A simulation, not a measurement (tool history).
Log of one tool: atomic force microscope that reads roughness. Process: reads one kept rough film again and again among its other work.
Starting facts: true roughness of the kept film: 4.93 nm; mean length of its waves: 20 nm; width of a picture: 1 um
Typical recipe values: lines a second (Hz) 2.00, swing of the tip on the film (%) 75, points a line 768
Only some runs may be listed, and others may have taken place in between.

run	hour	lines a second (Hz)	swing of the tip on the film (%)	points a line	roughness of the kept film (nm (root mean square))
1	0.0	2.00	75	768	1.822
2	82.6	2.00	75	768	2.422
3	120.1	2.00	75	768	2.025
4	173.8	2.00	75	768	1.685
5	208.6	2.00	75	768	2.771
6	244.1	2.00	75	798	2.329
7	314.6	2.00	75	798	1.836
8	368.2	2.00	75	768	2.760
9	434.4	2.77	75	768	2.028
10	472.6	2.77	75	768	1.771
11	541.5	2.77	75	768	2.418
12	596.4	2.77	75	768	1.911
13	664.9	2.77	75	768	2.900
14	746.9	2.77	75	768	1.966
15	812.3	2.77	75	768	1.600
16	847.8	2.77	75	768	2.575
17	895.2	2.00	75	291	2.063
18	930.5	2.00	75	402	1.819
19	967.4	2.00	75	768	1.646
20	1006.3	2.00	75	768	2.599
21	1074.5	1.54	75	768	1.964
22	1122.5	2.00	75	768	1.642
23	1190.2	2.00	80	768	2.210
24	1270.9	2.00	80	768	1.657
25	1324.5	2.00	75	768	2.402
26	1369.7	2.31	75	446	1.984
27	1412.4	2.31	75	446	1.687
28	1479.3	1.38	75	768	2.613
29	1548.8	2.10	68	613	2.027
30	1590.7	2.10	62	289	1.746
31	1672.9	2.10	62	289	2.145
32	1714.5	0.64	63	289	1.930
33	1752.4	0.80	69	768	3.291
34	1829.1	0.80	69	768	2.272
35	1865.9	2.00	84	615	1.828
36	1918.6	1.76	68	472	2.997
37	1968.5	2.61	81	833	2.209
38	2026.7	2.61	81	833	1.778
39	2081.9	0.50	59	475	2.980
40	2127.6	0.50	59	379	2.344
41	2199.5	1.36	59	261	1.761
42	2234.5	1.36	59	261	2.765
43	2276.0	0.86	75	877	2.371
44	2313.9	0.57	86	636	2.019
45	2357.2	1.49	75	411	1.709
46	2428.2	2.00	75	429	2.226
47	2482.6	2.55	75	768	1.810
48	2545.5	3.80	66	748	2.684
49	2624.1	3.80	66	914	1.948
50	2673.2	3.80	61	563	1.658

Not shown here: 19 entries made in the log between runs. Locate each between two listed runs and compare the hidden state at the listed run before it with the hidden state at the listed run after it:
In the gap between runs 1 and 2: new tip fitted (hour 38.9)
  radius of the tip, nm: 31.3 -> 18.5; height scale over the true one, %: 0.53 -> 0.59
  difference, measured minus the result without the unlogged condition, roughness of the kept film (nm (root mean square)): -1.254 -> -0.653
In the gap between runs 4 and 5: new tip fitted (hour 192.9)
  radius of the tip, nm: 35.4 -> 13.5; height scale over the true one, %: 0.66 -> 0.68
  difference, measured minus the result without the unlogged condition, roughness of the kept film (nm (root mean square)): -1.381 -> -0.298
In the gap between runs 7 and 8: new tip fitted (hour 348.6)
  radius of the tip, nm: 30.9 -> 13.6; height scale over the true one, %: 0.76 -> 0.8
  difference, measured minus the result without the unlogged condition, roughness of the kept film (nm (root mean square)): -1.234 -> -0.299
In the gap between runs 10 and 11: new tip fitted (hour 504.3)
  radius of the tip, nm: 31.5 -> 17.3; height scale over the true one, %: 0.87 -> 0.92
  difference, measured minus the result without the unlogged condition, roughness of the kept film (nm (root mean square)): -1.221 -> -0.554
In the gap between runs 12 and 13: new tip fitted (hour 661.2)
  radius of the tip, nm: 27.8 -> 11.2; height scale over the true one, %: 0.96 -> 1.01
  difference, measured minus the result without the unlogged condition, roughness of the kept film (nm (root mean square)): -1.081 -> -0.085
In the gap between runs 15 and 16: new tip fitted (hour 820.4)
  radius of the tip, nm: 37.2 -> 15.3; height scale over the true one, %: 1.11 -> 1.14
  difference, measured minus the result without the unlogged condition, roughness of the kept film (nm (root mean square)): -1.391 -> -0.416
In the gap between runs 19 and 20: new tip fitted (hour 973.8)
  radius of the tip, nm: 37 -> 16.1; height scale over the true one, %: 1.22 -> 1.25
  difference, measured minus the result without the unlogged condition, roughness of the kept film (nm (root mean square)): -1.418 -> -0.477
In the gap between runs 22 and 23: new tip fitted (hour 1128.6)
  radius of the tip, nm: 37.4 -> 21.4; height scale over the true one, %: 1.34 -> 1.39
  difference, measured minus the result without the unlogged condition, roughness of the kept film (nm (root mean square)): -1.432 -> -0.784
In the gap between runs 24 and 25: new tip fitted (hour 1282.2)
  radius of the tip, nm: 35.5 -> 18.7; height scale over the true one, %: 1.45 -> 1.48
  difference, measured minus the result without the unlogged condition, roughness of the kept film (nm (root mean square)): -1.340 -> -0.636
In the gap between runs 27 and 28: new tip fitted (hour 1440.9)
  radius of the tip, nm: 34.6 -> 16.9; height scale over the true one, %: 1.55 -> 1.6
  difference, measured minus the result without the unlogged condition, roughness of the kept film (nm (root mean square)): -1.311 -> -0.535
In the gap between runs 30 and 31: new tip fitted (hour 1597.3)
  radius of the tip, nm: 34.7 -> 24.6; height scale over the true one, %: 1.68 -> 1.74
  difference, measured minus the result without the unlogged condition, roughness of the kept film (nm (root mean square)): -1.357 -> -0.973
In the gap between runs 32 and 33: new tip fitted (hour 1752.3)
  radius of the tip, nm: 31.1 -> 10; height scale over the true one, %: 1.77 -> 1.8
  difference, measured minus the result without the unlogged condition, roughness of the kept film (nm (root mean square)): -1.273 -> +0.054
In the gap between runs 35 and 36: height scale calibrated on a step standard (hour 1871.9); new tip fitted (hour 1906.8)
  radius of the tip, nm: 29.3 -> 12.5; height scale over the true one, %: 1.88 -> 3.22
  difference, measured minus the result without the unlogged condition, roughness of the kept film (nm (root mean square)): -1.099 -> -0.141
In the gap between runs 38 and 39: new tip fitted (hour 2060.8)
  radius of the tip, nm: 30.9 -> 13.7; height scale over the true one, %: 3.3 -> 3.33
  difference, measured minus the result without the unlogged condition, roughness of the kept film (nm (root mean square)): -1.118 -> -0.251
In the gap between runs 39 and 40: height scale calibrated on a step standard, once more (hour 2094.2)
  radius of the tip, nm: 13.7 -> 21.2; height scale over the true one, %: 3.33 -> -0.12
  difference, measured minus the result without the unlogged condition, roughness of the kept film (nm (root mean square)): -0.251 -> -0.863
In the gap between runs 41 and 42: new tip fitted (hour 2216.5)
  radius of the tip, nm: 34 -> 14.2; height scale over the true one, %: -0.06 -> -0.04
  difference, measured minus the result without the unlogged condition, roughness of the kept film (nm (root mean square)): -1.388 -> -0.377
In the gap between runs 45 and 46: new tip fitted (hour 2371.3)
  radius of the tip, nm: 34.7 -> 21.3; height scale over the true one, %: 0.05 -> 0.1
  difference, measured minus the result without the unlogged condition, roughness of the kept film (nm (root mean square)): -1.379 -> -0.818
In the gap between runs 47 and 48: new tip fitted (hour 2524.7)
  radius of the tip, nm: 30.3 -> 14.2; height scale over the true one, %: 0.14 -> 0.18
  difference, measured minus the result without the unlogged condition, roughness of the kept film (nm (root mean square)): -1.201 -> -0.360
